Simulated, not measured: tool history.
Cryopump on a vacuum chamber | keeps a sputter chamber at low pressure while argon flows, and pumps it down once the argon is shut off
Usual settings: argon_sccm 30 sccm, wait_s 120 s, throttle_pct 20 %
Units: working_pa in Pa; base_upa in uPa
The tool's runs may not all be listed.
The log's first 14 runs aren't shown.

run	hour	argon_sccm	wait_s	throttle_pct	working_pa	base_upa
15	789.4	30	120	20	0.1355	0.59
16	834.7	40	120	20	0.1829	0.61
17	909.6	40	120	20	0.1813	0.66
18	965	40	120	20	0.1844	0.73
19	1029	41	120	18	0.2078	0.79
20	1102.5	30	28	20	0.1388	1.5
21	1157.5	30	45	20	0.1383	1.28
22	1204.2	30	80	22	0.1269	0.98
23	1270.3	36	55	18	0.1852	1.23
24	1318.9	36	55	18	0.1869	1.25
25	1370.8	36	55	18	0.187	1.28
26	1439.3	14	80	42	0.0334	1.18
27	1484.8	32	22	42	0.076	2.12

Forecast run 28:
28	1545.9	32	22	42	?	?

{"run 28": {"working_pa": 0.077, "base_upa": 2.17}}
Without the tool's hidden state the same run would have given working_pa 0.0689 Pa, base_upa 1.39 uPa.
